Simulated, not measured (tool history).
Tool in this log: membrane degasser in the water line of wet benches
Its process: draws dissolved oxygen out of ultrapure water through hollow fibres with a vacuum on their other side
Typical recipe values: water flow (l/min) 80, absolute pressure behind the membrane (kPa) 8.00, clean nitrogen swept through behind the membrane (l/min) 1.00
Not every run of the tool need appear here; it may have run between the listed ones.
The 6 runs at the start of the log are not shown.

| run | hour | water flow (l/min) | absolute pressure behind the membrane (kPa) | clean nitrogen swept through behind the membrane (l/min) | dissolved oxygen in the water behind the degasser (ppb) | pressure that the water loses in the fibres (kPa) |
|---|---|---|---|---|---|---|
| 7 | 249.5 | 80 | 9.11 | 1.00 | 854.6 | 69.93 |
| 8 | 295.5 | 80 | 9.11 | 1.00 | 854.7 | 69.39 |
| 9 | 333.6 | 80 | 9.11 | 1.00 | 851.0 | 69.62 |
|  | 337.4 | vacuum gauge calibrated |
| 10 | 369.1 | 80 | 9.11 | 1.00 | 860.0 | 70.03 |
| 11 | 427.5 | 77 | 8.00 | 1.00 | 704.0 | 67.38 |
| 12 | 478.4 | 77 | 8.00 | 1.00 | 702.7 | 67.39 |
| 13 | 519.6 | 77 | 8.00 | 1.00 | 706.5 | 67.96 |
| 14 | 573.8 | 77 | 8.00 | 1.00 | 704.4 | 67.21 |
| 15 | 601.3 | 80 | 8.00 | 1.23 | 651.0 | 70.30 |
| 16 | 645.7 | 80 | 8.00 | 1.23 | 654.4 | 69.69 |
| 17 | 707.9 | 80 | 8.00 | 1.23 | 651.7 | 70.43 |
|  | 724.6 | vacuum gauge calibrated, once more |
| 18 | 738.4 | 58 | 8.00 | 1.23 | 450.6 | 50.93 |
| 19 | 773.4 | 103 | 14.29 | 1.15 | 1574.1 | 90.02 |
| 20 | 812.0 | 94 | 14.29 | 1.09 | 1509.3 | 82.70 |
| 21 | 876.7 | 94 | 14.29 | 1.09 | 1515.2 | 82.41 |
| 22 | 907.0 | 94 | 14.29 | 1.09 | 1493.7 | 83.15 |
| 23 | 944.2 | 59 | 10.05 | 1.29 | 612.3 | 51.41 |
| 24 | 993.9 | 57 | 8.00 | 2.05 | 307.4 | 50.21 |
| 25 | 1048.8 | 57 | 8.00 | 2.05 | 305.9 | 50.39 |
| 26 | 1112.3 | 69 | 16.23 | 1.01 | 1417.0 | 60.87 |
| 27 | 1166.1 | 80 | 19.53 | 2.48 | 1076.7 | 70.26 |
| 28 | 1203.7 | 80 | 19.53 | 2.48 | 1076.6 | 70.13 |

Predict the results of run 29:
| 29 | 1248.1 | 117 | 18.72 | 0.70 | ? | ? |

{"run 29": {"dissolved oxygen in the water behind the degasser (ppb)": 2738.6, "pressure that the water loses in the fibres (kPa)": 102.72}}
Take away the tool's hidden state, keep the run-to-run variation as it was, and the same run would have given dissolved oxygen in the water behind the degasser (ppb) 2740.6, pressure that the water loses in the fibres (kPa) 101.27.
